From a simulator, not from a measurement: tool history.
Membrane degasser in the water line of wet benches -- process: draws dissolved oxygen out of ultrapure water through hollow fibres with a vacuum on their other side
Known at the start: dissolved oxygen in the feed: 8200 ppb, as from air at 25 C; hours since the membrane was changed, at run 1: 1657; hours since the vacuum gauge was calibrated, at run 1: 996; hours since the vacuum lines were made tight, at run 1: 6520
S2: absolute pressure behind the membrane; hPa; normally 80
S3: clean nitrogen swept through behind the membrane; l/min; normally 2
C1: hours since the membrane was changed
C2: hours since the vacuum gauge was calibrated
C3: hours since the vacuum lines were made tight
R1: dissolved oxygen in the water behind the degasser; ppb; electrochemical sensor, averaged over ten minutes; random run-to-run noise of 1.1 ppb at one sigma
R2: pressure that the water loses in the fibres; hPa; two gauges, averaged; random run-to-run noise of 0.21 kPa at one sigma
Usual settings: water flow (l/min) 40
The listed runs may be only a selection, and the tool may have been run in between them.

Run 1, hour 0: usual settings; C1 1657; C2 996; C3 6520. Result: R1 214.2 ppb, R2 521.4 hPa.
Run 2, hour 52.2: usual settings; C1 1710; C2 1048; C3 6572. Result: R1 214.1 ppb, R2 519.5 hPa.
Run 3, hour 86.2: usual settings but S2 164.5 hPa; C1 1744; C2 1082; C3 6606. Result: R1 558.6 ppb, R2 521.4 hPa.
Run 4, hour 136: usual settings but water flow (l/min) 60; C1 1793; C2 1132; C3 6656. Result: R1 338.5 ppb, R2 777.5 hPa.
Run 5, hour 185.5: usual settings but water flow (l/min) 30; C1 1843; C2 1182; C3 6705. Result: R1 163.7 ppb, R2 390.1 hPa.
Run 6, hour 227.2: usual settings but water flow (l/min) 30; C1 1885; C2 1223; C3 6747. Result: R1 163.5 ppb, R2 387.9 hPa.
At hour 230.6: vacuum gauge calibrated.
Run 7, hour 275.6: usual settings; C1 1932; C2 45; C3 6795. Result: R1 212.5 ppb, R2 519.5 hPa.
Run 8, hour 322.6: usual settings; C1 1980; C2 92; C3 6842. Result: R1 217.3 ppb, R2 520.5 hPa.
Run 9, hour 362.2: usual settings but S2 148.6 hPa, S3 2.28 l/min; C1 2019; C2 132; C3 6881. Result: R1 446.8 ppb, R2 518.8 hPa.
Run 10, hour 396.2: usual settings but water flow (l/min) 53; C1 2053; C2 166; C3 6915. Result: R1 289.9 ppb, R2 692.6 hPa.
Run 11, hour 444.5: usual settings but water flow (l/min) 53; C1 2101; C2 214; C3 6964. Result: R1 289.4 ppb, R2 685.7 hPa.
Run 12, hour 498.2: usual settings but water flow (l/min) 53; C1 2155; C2 268; C3 7017. Result: R1 288.8 ppb, R2 688.3 hPa.
Run 13, hour 549.3: usual settings but water flow (l/min) 25, S2 142.1 hPa; C1 2206; C2 319; C3 7069. Result: R1 310.7 ppb, R2 324.7 hPa.
At hour 579.1: vacuum gauge calibrated, once more.
Run 14, hour 584.9: usual settings but water flow (l/min) 42, S3 2.1 l/min; C1 2241; C2 6; C3 7104. Result: R1 220.1 ppb, R2 549.9 hPa.
Run 15, hour 615.2: usual settings but water flow (l/min) 42, S3 2.1 l/min; C1 2272; C2 36; C3 7134. Result: R1 219.9 ppb, R2 548.9 hPa.

Consider 3 possible next runs. They are alternatives, not a sequence: every one starts from the tool as it was left by run 15. What does each give?
Run A, hour 642.3: usual settings but S3 1.16 l/min; C1 2299; C2 63; C3 7161. Result: R1 ?, R2 ?.
Run B, hour 642.3: usual settings but water flow (l/min) 44, S2 91.5 hPa, S3 1.6 l/min; C1 2299; C2 63; C3 7161. Result: R1 ?, R2 ?.
Run C, hour 642.3: usual settings but S3 3.65 l/min; C1 2299; C2 63; C3 7161. Result: R1 ?, R2 ?.

run     R1     R2
  A    339  520.3
  B  348.6  572.9
  C  130.1  521.7
What these runs would have given with no unlogged condition in the tool:
run     R1     R2
  A  335.6    513
  B  344.9  564.9
  C  127.8  514.4
